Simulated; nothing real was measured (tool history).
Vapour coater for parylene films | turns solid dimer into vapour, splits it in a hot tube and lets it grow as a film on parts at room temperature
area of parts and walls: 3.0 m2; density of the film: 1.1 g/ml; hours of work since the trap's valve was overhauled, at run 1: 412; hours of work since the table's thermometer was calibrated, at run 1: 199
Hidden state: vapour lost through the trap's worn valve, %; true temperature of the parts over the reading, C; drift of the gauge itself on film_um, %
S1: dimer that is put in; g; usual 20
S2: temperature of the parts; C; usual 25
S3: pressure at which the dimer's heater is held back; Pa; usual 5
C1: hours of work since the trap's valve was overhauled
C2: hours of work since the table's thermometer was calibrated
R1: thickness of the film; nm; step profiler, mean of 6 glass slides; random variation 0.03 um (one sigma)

run	day	S1	S2	S3	C1	C2	R1
1	0	20	25	5	412	199	3660
2	0.754	20	25	6.6	427	214	3470
# day 1.462: trap's valve overhauled
3	1.525	11	25	5	1	226	1990
4	2.525	20	21	5	21	245	3870
5	3.042	20	25	5	31	255	3610
6	3.754	20	25	5	45	269	3620
7	4.292	20	25	5	55	280	3590
# day 4.85: trap's valve overhauled, once more
8	5.375	23	25	5	10	298	4480
9	6.192	20	22	5	26	314	4130
10	7.242	20	22	5	47	334	4040
11	7.942	20	27	5	60	348	3760
12	8.658	20	25	5	74	362	3870
13	9.496	20	25	5	91	378	3820
14	9.967	20	25	5	100	387	3760
15	10.979	20	23	5	120	407	3960
16	11.471	20	23	5	129	417	3920
17	11.954	20	25	11.48	139	426	3100
18	12.688	20	25	11.48	153	441	3110
19	13.558	20	25	11.48	170	458	3140
20	14.088	20	25	11.48	181	468	3130
21	15.012	20	25	11.48	199	486	3150
22	15.492	20	25	11.48	208	496	3090
23	16.296	20	25	11.48	224	511	3100
24	16.971	20	36	5	237	524	3190
25	17.554	20	36	5	248	536	3140
26	18.321	19	33	8.46	263	551	2740
27	19.088	11	26	5.1	278	566	2030
28	20.062	11	26	5.1	297	585	2030
29	21.05	26	20	10.03	317	604	4420
30	21.688	29	32	11.52	329	617	3980
31	22.475	29	32	11.52	345	632	3920
32	23.183	20	31	9.81	358	646	2860
33	24.225	28	23	4.35	379	666	5510
34	25.071	10	26	3.21	395	683	2030
35	25.542	10	26	3.21	405	692	2030
36	26.554	34	28	5	424	712	5960
# day 27.4: trap's valve overhauled
37	27.658	34	28	5	5	730	6350
38	28.575	20	25	8.11	23	748	3500
39	29.388	18	25	8.11	39	764	3100
40	30.433	18	25	8.11	59	784	3110
41	30.904	9	23	6.77	69	794	1650
42	31.429	28	23	9.77	79	804	4780
43	32.242	28	23	9.77	95	820	4730
44	33	27	23	6.15	110	835	5080
45	33.646	30	37	6.15	122	847	4560
46	34.408	25	31	5	137	862	4340
47	35.117	25	31	5	151	876	4360

4 ways to go on from here, each from the tool as it stands after run 47. What would each give?
A	35.896	25	31	3.08	166	891	?
B	35.896	16	24	9.02	166	891	?
C	35.896	21	36	4.12	166	891	?
D	35.896	25	31	7.21	166	891	?

run	R1
A	4840
B	2750
C	3560
D	3970
Without the tool's hidden state the same runs would have given:
run	R1
A	4910
B	2790
C	3610
D	4030
